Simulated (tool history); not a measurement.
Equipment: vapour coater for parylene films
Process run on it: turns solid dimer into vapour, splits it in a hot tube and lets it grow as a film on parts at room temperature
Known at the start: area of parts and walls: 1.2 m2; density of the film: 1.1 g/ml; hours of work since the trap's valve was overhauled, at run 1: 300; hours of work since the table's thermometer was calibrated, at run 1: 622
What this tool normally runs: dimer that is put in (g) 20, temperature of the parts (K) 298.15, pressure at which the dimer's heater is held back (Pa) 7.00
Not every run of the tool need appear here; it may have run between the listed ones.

run	day	dimer that is put in (g)	temperature of the parts (K)	pressure at which the dimer's heater is held back (Pa)	hours of work since the trap's valve was overhauled	hours of work since the table's thermometer was calibrated	thickness of the film (µm)
1	0.000	20	298.15	7.00	300	622	7.71
2	0.812	20	304.15	7.00	310	632	6.54
3	1.629	20	304.15	7.00	319	641	6.60
4	2.854	20	304.15	7.00	334	655	6.61
5	3.633	20	304.15	7.00	343	664	6.54
6	5.158	20	304.15	7.00	360	682	6.54
7	6.246	20	304.15	7.00	373	695	6.58
8	7.262	20	298.15	7.00	385	707	7.72
9	8.904	20	298.15	4.53	404	726	8.27
10	10.108	20	298.15	4.53	418	740	8.32
11	11.200	20	298.15	4.53	431	752	8.30
12	12.717	20	298.15	7.00	448	770	7.74
13	14.221	20	298.15	7.00	466	787	7.78
14	15.192	20	298.15	7.00	477	799	7.80
15	16.379	20	298.15	7.00	491	813	7.79
16	17.508	20	298.15	7.00	504	826	7.72
# day 17.992: table's thermometer calibrated
17	18.642	13	294.15	2.82	517	8	6.45
18	19.742	20	298.15	5.40	529	20	8.12
19	20.817	8	309.15	5.29	542	33	2.36
20	22.258	13	292.15	11.65	559	50	5.51
21	23.517	19	292.15	10.31	573	64	8.24
# day 24.021: trap's valve overhauled
22	24.442	19	292.15	5.45	5	73	9.11
23	25.200	19	292.15	8.21	14	82	8.51

Expected results for the next run?
24	26.288	19	292.15	8.21	26	94	?

Run 24 gave thickness of the film (µm) 8.51.
If the tool had no hidden condition, the same run with the same run-to-run variation would have returned thickness of the film (µm) 8.52.
